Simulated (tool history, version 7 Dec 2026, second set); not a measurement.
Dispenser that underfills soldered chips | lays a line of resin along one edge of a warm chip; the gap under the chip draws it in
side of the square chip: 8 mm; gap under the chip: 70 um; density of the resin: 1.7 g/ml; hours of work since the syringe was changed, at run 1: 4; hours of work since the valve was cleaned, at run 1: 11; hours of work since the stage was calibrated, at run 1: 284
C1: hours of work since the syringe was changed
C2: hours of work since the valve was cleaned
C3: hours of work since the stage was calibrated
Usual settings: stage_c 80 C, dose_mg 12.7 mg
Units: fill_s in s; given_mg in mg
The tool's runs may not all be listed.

{"run": 1, "hour": 0.0, "stage_c": 80, "dose_mg": 12.7, "C1": 4, "C2": 11, "C3": 284, "fill_s": 49, "given_mg": 12.59}
{"hour": 3.6, "done": "new syringe of resin"}
{"run": 2, "hour": 7.8, "stage_c": 80, "dose_mg": 12.7, "C1": 3, "C2": 17, "C3": 290, "fill_s": 49.8, "given_mg": 12.43}
{"hour": 12.7, "done": "new syringe of resin"}
{"run": 3, "hour": 18.1, "stage_c": 80, "dose_mg": 12.7, "C1": 4, "C2": 24, "C3": 297, "fill_s": 52.3, "given_mg": 12.45}
{"hour": 21.8, "done": "new syringe of resin"}
{"run": 4, "hour": 25.1, "stage_c": 80, "dose_mg": 12.7, "C1": 2, "C2": 29, "C3": 302, "fill_s": 46.7, "given_mg": 12.34}
{"hour": 30.5, "done": "new syringe of resin"}
{"run": 5, "hour": 31.6, "stage_c": 80, "dose_mg": 12.7, "C1": 1, "C2": 33, "C3": 306, "fill_s": 44.1, "given_mg": 12.24}
{"hour": 39.0, "done": "new syringe of resin"}
{"run": 6, "hour": 40.1, "stage_c": 80, "dose_mg": 12.7, "C1": 1, "C2": 39, "C3": 312, "fill_s": 43.4, "given_mg": 12.12}
{"hour": 47.7, "done": "new syringe of resin"}
{"run": 7, "hour": 50.2, "stage_c": 80, "dose_mg": 12.7, "C1": 2, "C2": 46, "C3": 319, "fill_s": 45.7, "given_mg": 12.16}
{"hour": 56.9, "done": "new syringe of resin"}
{"run": 8, "hour": 59.5, "stage_c": 80, "dose_mg": 12.7, "C1": 2, "C2": 53, "C3": 326, "fill_s": 45.4, "given_mg": 12.03}
{"hour": 66.3, "done": "new syringe of resin"}
{"run": 9, "hour": 67.5, "stage_c": 80, "dose_mg": 12.7, "C1": 1, "C2": 58, "C3": 331, "fill_s": 41.9, "given_mg": 12.12}
{"run": 10, "hour": 72.6, "stage_c": 80, "dose_mg": 12.7, "C1": 5, "C2": 62, "C3": 335, "fill_s": 54.7, "given_mg": 11.9}
{"hour": 74.8, "done": "new syringe of resin"}
{"run": 11, "hour": 81.6, "stage_c": 80, "dose_mg": 12.7, "C1": 5, "C2": 68, "C3": 341, "fill_s": 56.5, "given_mg": 11.76}
{"hour": 83.5, "done": "new syringe of resin"}
{"run": 12, "hour": 90.4, "stage_c": 80, "dose_mg": 12.7, "C1": 5, "C2": 75, "C3": 348, "fill_s": 57.4, "given_mg": 11.72}
{"hour": 92.2, "done": "new syringe of resin"}
{"hour": 101.0, "done": "new syringe of resin"}
{"run": 13, "hour": 101.0, "stage_c": 80, "dose_mg": 12.7, "C1": 0, "C2": 82, "C3": 355, "fill_s": 41.4, "given_mg": 11.62}
{"hour": 108.8, "done": "dispensing valve cleaned and set on the balance"}
{"hour": 110.9, "done": "new syringe of resin"}
{"run": 14, "hour": 111.1, "stage_c": 80, "dose_mg": 12.7, "C1": 0, "C2": 1, "C3": 361, "fill_s": 40.7, "given_mg": 12.54}
{"run": 15, "hour": 116.2, "stage_c": 80, "dose_mg": 12.7, "C1": 4, "C2": 5, "C3": 365, "fill_s": 52.5, "given_mg": 12.64}
{"hour": 120.2, "done": "new syringe of resin"}
{"run": 16, "hour": 125.5, "stage_c": 80, "dose_mg": 12.7, "C1": 4, "C2": 12, "C3": 371, "fill_s": 52.4, "given_mg": 12.61}
{"hour": 129.1, "done": "new syringe of resin"}
{"run": 17, "hour": 134.6, "stage_c": 72, "dose_mg": 12.7, "C1": 4, "C2": 18, "C3": 378, "fill_s": 72.6, "given_mg": 12.56}
{"hour": 137.7, "done": "new syringe of resin"}
{"run": 18, "hour": 142.8, "stage_c": 72, "dose_mg": 12.7, "C1": 4, "C2": 24, "C3": 384, "fill_s": 71.2, "given_mg": 12.43}
{"hour": 146.4, "done": "new syringe of resin"}
{"run": 19, "hour": 150.6, "stage_c": 66, "dose_mg": 12.7, "C1": 3, "C2": 29, "C3": 389, "fill_s": 90.3, "given_mg": 12.32}
{"hour": 155.4, "done": "new syringe of resin"}
{"run": 20, "hour": 158.6, "stage_c": 70, "dose_mg": 11.7, "C1": 2, "C2": 35, "C3": 395, "fill_s": 74.1, "given_mg": 11.12}
{"run": 21, "hour": 163.0, "stage_c": 70, "dose_mg": 16.3, "C1": 6, "C2": 38, "C3": 398, "fill_s": 87.7, "given_mg": 15.67}
{"hour": 164.2, "done": "new syringe of resin"}
{"run": 22, "hour": 170.8, "stage_c": 67, "dose_mg": 14, "C1": 5, "C2": 43, "C3": 403, "fill_s": 97.2, "given_mg": 13.46}
{"hour": 172.7, "done": "new syringe of resin"}
{"run": 23, "hour": 180.3, "stage_c": 67, "dose_mg": 14, "C1": 5, "C2": 50, "C3": 410, "fill_s": 101, "given_mg": 13.17}
{"hour": 181.4, "done": "new syringe of resin"}
{"run": 24, "hour": 187.3, "stage_c": 71, "dose_mg": 12.3, "C1": 4, "C2": 55, "C3": 415, "fill_s": 80.6, "given_mg": 11.57}
{"hour": 190.3, "done": "new syringe of resin"}
{"run": 25, "hour": 192.4, "stage_c": 79, "dose_mg": 12, "C1": 2, "C2": 58, "C3": 418, "fill_s": 47.9, "given_mg": 11.36}
{"hour": 198.8, "done": "new syringe of resin"}
{"run": 26, "hour": 199.7, "stage_c": 89, "dose_mg": 12.4, "C1": 1, "C2": 64, "C3": 423, "fill_s": 29.7, "given_mg": 11.61}
{"run": 27, "hour": 204.8, "stage_c": 94, "dose_mg": 15.7, "C1": 4, "C2": 67, "C3": 427, "fill_s": 30.1, "given_mg": 14.67}
{"hour": 208.2, "done": "new syringe of resin"}
{"run": 28, "hour": 215.6, "stage_c": 94, "dose_mg": 15.7, "C1": 5, "C2": 75, "C3": 435, "fill_s": 33.1, "given_mg": 14.53}
{"hour": 216.8, "done": "new syringe of resin"}
{"run": 29, "hour": 224.4, "stage_c": 67, "dose_mg": 13.9, "C1": 5, "C2": 81, "C3": 441, "fill_s": 105.6, "given_mg": 12.86}
{"hour": 225.5, "done": "new syringe of resin"}
{"run": 30, "hour": 230.3, "stage_c": 84, "dose_mg": 16.3, "C1": 3, "C2": 85, "C3": 445, "fill_s": 43.3, "given_mg": 14.9}
{"hour": 233.9, "done": "dispensing valve cleaned and set on the balance"}
{"hour": 235.9, "done": "new syringe of resin"}
{"run": 31, "hour": 242.1, "stage_c": 80, "dose_mg": 12.3, "C1": 4, "C2": 6, "C3": 453, "fill_s": 54.7, "given_mg": 12.2}
{"hour": 244.8, "done": "new syringe of resin"}
{"run": 32, "hour": 250.6, "stage_c": 80, "dose_mg": 16.4, "C1": 4, "C2": 12, "C3": 459, "fill_s": 55.9, "given_mg": 16.2}
{"hour": 253.5, "done": "new syringe of resin"}
{"run": 33, "hour": 260.9, "stage_c": 80, "dose_mg": 16.4, "C1": 5, "C2": 19, "C3": 466, "fill_s": 57.8, "given_mg": 16.19}
{"hour": 262.4, "done": "new syringe of resin"}
{"run": 34, "hour": 267.4, "stage_c": 80, "dose_mg": 14.2, "C1": 4, "C2": 23, "C3": 470, "fill_s": 51.1, "given_mg": 13.98}
{"hour": 271.7, "done": "new syringe of resin"}
{"run": 35, "hour": 276.9, "stage_c": 80, "dose_mg": 12.5, "C1": 4, "C2": 30, "C3": 477, "fill_s": 52.9, "given_mg": 12.08}

Measured less the same run without the tool's hidden state. The same run-to-run variation is in both; the gauge's scatter may not be:
The hidden state here: resin's viscosity, % of fresh resin's; dose that the valve gives, % of what is set; true chip temperature over the reading, C; drift of the gauge itself on fill_s, %; drift of the gauge itself on given_mg, %.
run=1 fill_s=+11 given_mg=-0.17
run=2 fill_s=+10.6 given_mg=-0.23
run=3 fill_s=+13.6 given_mg=-0.32
run=4 fill_s=+8.1 given_mg=-0.38
run=5 fill_s=+5 given_mg=-0.44
run=6 fill_s=+4.7 given_mg=-0.51
run=7 fill_s=+7 given_mg=-0.61
run=8 fill_s=+7.2 given_mg=-0.68
run=9 fill_s=+3.6 given_mg=-0.76
run=10 fill_s=+15.4 given_mg=-0.81
run=11 fill_s=+17.9 given_mg=-0.88
run=12 fill_s=+19.1 given_mg=-0.96
run=13 fill_s=+2.3 given_mg=-1.06
run=14 fill_s=+2.3 given_mg=-0.02
run=15 fill_s=+13.8 given_mg=-0.07
run=16 fill_s=+13.4 given_mg=-0.15
run=17 fill_s=+19.8 given_mg=-0.23
run=18 fill_s=+17.6 given_mg=-0.31
run=19 fill_s=+20.5 given_mg=-0.38
run=20 fill_s=+14 given_mg=-0.41
run=21 fill_s=+29.7 given_mg=-0.62
run=22 fill_s=+31.5 given_mg=-0.62
run=23 fill_s=+34.9 given_mg=-0.7
run=24 fill_s=+24 given_mg=-0.69
run=25 fill_s=+7.3 given_mg=-0.7
run=26 fill_s=+2.8 given_mg=-0.79
run=27 fill_s=+8.6 given_mg=-1.06
run=28 fill_s=+11.2 given_mg=-1.19
run=29 fill_s=+37.1 given_mg=-1.14
run=30 fill_s=+10.8 given_mg=-1.39
run=31 fill_s=+15.7 given_mg=-0.09
run=32 fill_s=+17 given_mg=-0.2
run=33 fill_s=+19.9 given_mg=-0.33
run=34 fill_s=+13 given_mg=-0.34
run=35 fill_s=+14 given_mg=-0.37
